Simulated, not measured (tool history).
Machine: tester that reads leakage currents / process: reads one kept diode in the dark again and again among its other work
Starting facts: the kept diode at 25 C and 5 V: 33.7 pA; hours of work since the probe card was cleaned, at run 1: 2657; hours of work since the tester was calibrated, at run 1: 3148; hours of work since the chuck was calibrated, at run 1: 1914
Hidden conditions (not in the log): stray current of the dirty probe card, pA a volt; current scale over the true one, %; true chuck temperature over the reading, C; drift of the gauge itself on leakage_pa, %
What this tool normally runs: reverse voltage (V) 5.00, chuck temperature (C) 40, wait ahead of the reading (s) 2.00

run,day,reverse voltage (V),chuck temperature (C),wait ahead of the reading (s),hours of work since the probe card was cleaned,hours of work since the tester was calibrated,hours of work since the chuck was calibrated,current that the tester gives (pA)
1,0.000,5.00,40,2.00,2657,3148,1914,88.28
2,7.654,5.00,40,2.00,2758,3249,2015,88.17
# day 9.804: tester calibrated
3,15.775,5.00,40,2.00,2865,79,2122,86.61
4,23.225,5.00,40,2.00,2963,178,2221,86.55
# day 24.092: chuck's temperature calibrated
5,31.546,5.00,47,2.00,3072,287,99,153.93
6,38.888,15.75,40,2.00,3170,384,196,150.65
7,45.125,5.00,40,2.00,3252,467,279,97.27
8,50.754,5.00,40,2.00,3327,541,353,96.64
9,55.567,5.00,40,2.00,3391,605,417,96.97
10,63.325,14.27,44,0.85,3493,708,520,186.35
11,67.829,1.89,44,6.59,3553,767,579,87.35

Run 12 has not been measured yet. What should we expect?
12,73.767,1.89,25,0.33,3632,846,658,?

current that the tester gives (pA): 25.72
With the hidden condition absent and the run-to-run variation left alone, this run would have shown current that the tester gives (pA) 25.95.

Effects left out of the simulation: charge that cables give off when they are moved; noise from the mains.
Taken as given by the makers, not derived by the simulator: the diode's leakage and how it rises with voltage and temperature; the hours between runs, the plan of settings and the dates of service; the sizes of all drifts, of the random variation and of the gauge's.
